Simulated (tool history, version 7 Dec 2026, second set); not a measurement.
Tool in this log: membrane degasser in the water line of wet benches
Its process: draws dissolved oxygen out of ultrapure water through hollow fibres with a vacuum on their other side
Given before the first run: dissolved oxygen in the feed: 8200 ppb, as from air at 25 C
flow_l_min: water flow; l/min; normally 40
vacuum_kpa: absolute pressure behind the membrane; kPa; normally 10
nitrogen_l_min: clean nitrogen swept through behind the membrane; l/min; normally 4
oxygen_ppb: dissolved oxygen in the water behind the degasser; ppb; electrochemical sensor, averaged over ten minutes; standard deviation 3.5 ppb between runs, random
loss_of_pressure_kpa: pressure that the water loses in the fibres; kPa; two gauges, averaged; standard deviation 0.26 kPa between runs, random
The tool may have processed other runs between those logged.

| run | hour | flow_l_min | vacuum_kpa | nitrogen_l_min | oxygen_ppb | loss_of_pressure_kpa |
|---|---|---|---|---|---|---|
| 1 | 0 | 40 | 10 | 4 | 355.5 | 70.1 |
| 2 | 95.2 | 40 | 10 | 4 | 354.8 | 69.57 |
| 3 | 185.9 | 40 | 12.6 | 4 | 406.6 | 69.62 |
| 4 | 289.4 | 40 | 12.6 | 4 | 415.5 | 69.99 |
| 5 | 497.1 | 40 | 16.2 | 4 | 492.2 | 69.73 |
| 6 | 681.4 | 40 | 16.2 | 4 | 483.2 | 69.69 |
| 7 | 833.2 | 40 | 16.2 | 4 | 483.9 | 69.54 |
| 8 | 984.4 | 48 | 8 | 9.95 | 316.3 | 83.91 |
| 9 | 1142.7 | 25 | 8.7 | 1.92 | 246 | 43.62 |
| 10 | 1290.9 | 51 | 9.8 | 4 | 469.4 | 89.09 |
| 11 | 1460.9 | 51 | 9.8 | 4 | 471.5 | 89.31 |
| 12 | 1639.1 | 51 | 9 | 4 | 446.2 | 88.91 |

Below are 3 alternative next runs, each starting from the tool's condition after run 12. Predict each:
| A | 1769.1 | 43 | 13.2 | 4 | ? | ? |
| B | 1769.1 | 51 | 6.3 | 2.47 | ? | ? |
| C | 1769.1 | 51 | 18.3 | 10.45 | ? | ? |

| run | oxygen_ppb | loss_of_pressure_kpa |
|---|---|---|
| A | 471 | 75.03 |
| B | 430.2 | 88.53 |
| C | 458.8 | 88.86 |
Without the tool's unlogged condition, the same runs would have read:
| run | oxygen_ppb | loss_of_pressure_kpa |
|---|---|---|
| A | 469.2 | 74.89 |
| B | 428 | 88.36 |
| C | 456.9 | 88.69 |
